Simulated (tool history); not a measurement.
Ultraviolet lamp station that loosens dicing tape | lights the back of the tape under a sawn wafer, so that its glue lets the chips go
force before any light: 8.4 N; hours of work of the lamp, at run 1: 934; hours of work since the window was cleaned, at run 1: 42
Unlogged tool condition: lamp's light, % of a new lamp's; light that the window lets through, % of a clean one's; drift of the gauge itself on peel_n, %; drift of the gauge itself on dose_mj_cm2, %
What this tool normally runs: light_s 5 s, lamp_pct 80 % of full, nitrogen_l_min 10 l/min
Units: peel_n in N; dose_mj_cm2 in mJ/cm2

run	day	light_s	lamp_pct	nitrogen_l_min	hours of work of the lamp	hours of work since the window was cleaned	peel_n	dose_mj_cm2
1	0	5	80	10	934	42	1.193	313
2	1.125	5	80	10	951	60	1.191	307
3	2.529	3	80	10	973	81	2.613	181
4	3.579	3	80	10	989	97	2.66	181
5	4.912	3	80	10	1009	117	2.652	180
6	6.017	3	80	10	1026	134	2.707	175
7	7.458	3	80	10	1048	156	2.813	174
8	8.75	5	69	18	1068	176	1.236	247
9	9.767	6	61	12	1083	192	1.539	256
10	10.629	3	61	12	1097	205	3.474	124
11	11.646	9	62	10	1112	220	0.792	383
12	12.908	9	62	10	1131	240	0.773	385
# day 13.042: window cleaned of glue's vapour
13	13.975	5	97	4	1147	14	1.71	371

Below are 4 alternative next runs, each starting from the tool's condition after run 13. Predict each:
A	14.85	2	80	10	1161	28	?	?
B	14.85	3	97	10	1161	28	?	?
C	14.85	10	84	12	1161	28	?	?
D	14.85	5	74	10	1161	28	?	?

run	peel_n	dose_mj_cm2
A	3.787	122
B	2.042	220
C	0.282	633
D	1.412	280
What these runs would have given with no unlogged condition in the tool:
run	peel_n	dose_mj_cm2
A	3.204	149
B	1.531	267
C	0.23	770
D	1.003	341

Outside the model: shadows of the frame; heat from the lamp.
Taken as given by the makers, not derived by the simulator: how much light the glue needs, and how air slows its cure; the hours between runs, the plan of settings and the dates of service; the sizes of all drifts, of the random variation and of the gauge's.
